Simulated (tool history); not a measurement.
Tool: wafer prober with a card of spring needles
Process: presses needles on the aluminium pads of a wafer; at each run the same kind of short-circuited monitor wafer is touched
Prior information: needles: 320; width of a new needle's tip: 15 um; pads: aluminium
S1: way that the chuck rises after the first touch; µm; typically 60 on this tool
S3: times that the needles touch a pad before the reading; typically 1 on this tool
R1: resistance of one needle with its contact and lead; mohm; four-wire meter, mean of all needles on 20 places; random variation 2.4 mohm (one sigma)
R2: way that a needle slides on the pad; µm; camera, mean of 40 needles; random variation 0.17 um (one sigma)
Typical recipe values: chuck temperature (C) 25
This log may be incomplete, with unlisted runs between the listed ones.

run 1 hour=0 | S1=60 chuck_temperature_(C)=25 S3=1 | R1=298 R2=15.98
-- hour=4.3 tips cleaned on abrasive film
-- hour=23.5 tips cleaned on abrasive film
-- hour=43.8 tips cleaned on abrasive film
run 2 hour=49 | S1=60 chuck_temperature_(C)=25 S3=1 | R1=291 R2=15.87
-- hour=61.7 tips cleaned on abrasive film
-- hour=81.1 tips cleaned on abrasive film
-- hour=102.1 tips cleaned on abrasive film
run 3 hour=106.8 | S1=60 chuck_temperature_(C)=25 S3=1 | R1=290 R2=15.91
-- hour=122 tips cleaned on abrasive film
-- hour=140.1 tips cleaned on abrasive film
-- hour=157 tips cleaned on abrasive film
run 4 hour=164.8 | S1=60 chuck_temperature_(C)=25 S3=1 | R1=303 R2=15.63
-- hour=176.1 tips cleaned on abrasive film
-- hour=196.7 tips cleaned on abrasive film
-- hour=217 tips cleaned on abrasive film
-- hour=235.1 tips cleaned on abrasive film
run 5 hour=235.1 | S1=60 chuck_temperature_(C)=25 S3=1 | R1=273 R2=15.88
-- hour=253.1 tips cleaned on abrasive film
-- hour=270.9 tips cleaned on abrasive film
run 6 hour=276.3 | S1=60 chuck_temperature_(C)=25 S3=1 | R1=294 R2=15.56
-- hour=288.4 tips cleaned on abrasive film
-- hour=307.5 tips cleaned on abrasive film
-- hour=327.4 tips cleaned on abrasive film
run 7 hour=332.4 | S1=60 chuck_temperature_(C)=25 S3=1 | R1=291 R2=15.54
-- hour=348.1 tips cleaned on abrasive film
-- hour=368 tips cleaned on abrasive film
-- hour=380.6 height of the first contact set anew
-- hour=388.1 tips cleaned on abrasive film
run 8 hour=395.3 | S1=60 chuck_temperature_(C)=25 S3=1 | R1=291 R2=16.64
-- hour=407.1 tips cleaned on abrasive film
-- hour=428.1 tips cleaned on abrasive film
run 9 hour=433.5 | S1=60 chuck_temperature_(C)=25 S3=1 | R1=288 R2=16.37
-- hour=446.2 tips cleaned on abrasive film
-- hour=464.2 tips cleaned on abrasive film
-- hour=484.5 tips cleaned on abrasive film
run 10 hour=488.3 | S1=60 chuck_temperature_(C)=25 S3=1 | R1=288 R2=16.39
-- hour=505.2 tips cleaned on abrasive film
-- hour=524.7 tips cleaned on abrasive film
-- hour=545.5 tips cleaned on abrasive film
run 11 hour=558 | S1=60 chuck_temperature_(C)=25 S3=1 | R1=311 R2=16.37
-- hour=566.3 tips cleaned on abrasive film
-- hour=587.1 tips cleaned on abrasive film
-- hour=607.3 tips cleaned on abrasive film
run 12 hour=623.3 | S1=60 chuck_temperature_(C)=25 S3=1 | R1=315 R2=15.95
-- hour=627 tips cleaned on abrasive film
-- hour=646.6 tips cleaned on abrasive film
-- hour=665.3 tips cleaned on abrasive film
run 13 hour=680.2 | S1=52 chuck_temperature_(C)=25 S3=1 | R1=329 R2=13.83
-- hour=684.5 tips cleaned on abrasive film
-- hour=703.7 tips cleaned on abrasive film
run 14 hour=711.2 | S1=52 chuck_temperature_(C)=25 S3=1 | R1=313 R2=13.55
-- hour=722.5 tips cleaned on abrasive film
-- hour=742.8 tips cleaned on abrasive film
-- hour=760.5 tips cleaned on abrasive film
run 15 hour=774.4 | S1=73 chuck_temperature_(C)=37 S3=1 | R1=293 R2=19.55
-- hour=778.7 tips cleaned on abrasive film
-- hour=798.7 tips cleaned on abrasive film
-- hour=819.6 tips cleaned on abrasive film
-- hour=839.3 tips cleaned on abrasive film
run 16 hour=841 | S1=73 chuck_temperature_(C)=37 S3=1 | R1=279 R2=19.33
-- hour=857.9 tips cleaned on abrasive film
-- hour=878.3 tips cleaned on abrasive film
-- hour=899.1 tips cleaned on abrasive film
run 17 hour=905.4 | S1=76 chuck_temperature_(C)=63 S3=2 | R1=291 R2=20.28
-- hour=916.7 tips cleaned on abrasive film
-- hour=936.5 tips cleaned on abrasive film
run 18 hour=947.7 | S1=76 chuck_temperature_(C)=63 S3=2 | R1=288 R2=19.79
-- hour=956 tips cleaned on abrasive film
-- hour=974.1 tips cleaned on abrasive film
run 19 hour=977.3 | S1=42 chuck_temperature_(C)=52 S3=1 | R1=328 R2=10.58
-- hour=994.2 tips cleaned on abrasive film
-- hour=1013.2 tips cleaned on abrasive film
-- hour=1030.1 tips cleaned on abrasive film
run 20 hour=1045.3 | S1=50 chuck_temperature_(C)=26 S3=1 | R1=350 R2=12.82
-- hour=1049.6 tips cleaned on abrasive film
-- hour=1068.1 tips cleaned on abrasive film
-- hour=1072.6 height of the first contact set anew
run 21 hour=1082.7 | S1=44 chuck_temperature_(C)=43 S3=1 | R1=367 R2=11.83
-- hour=1087 tips cleaned on abrasive film
-- hour=1107.6 tips cleaned on abrasive film
-- hour=1127 tips cleaned on abrasive film
run 22 hour=1128.8 | S1=60 chuck_temperature_(C)=27 S3=1 | R1=285 R2=16.47

What will run 23 give?
-- hour=1147.8 tips cleaned on abrasive film
-- hour=1167.6 tips cleaned on abrasive film
run 23 hour=1179.1 | S1=60 chuck_temperature_(C)=27 S3=1 | R1=? R2=?

For run 23 the tool returned R1 315 mohm, R2 16.27 µm.
On a tool with no hidden condition, and with the same random variation, this run would have come out at R1 272 mohm, R2 16.41 µm.
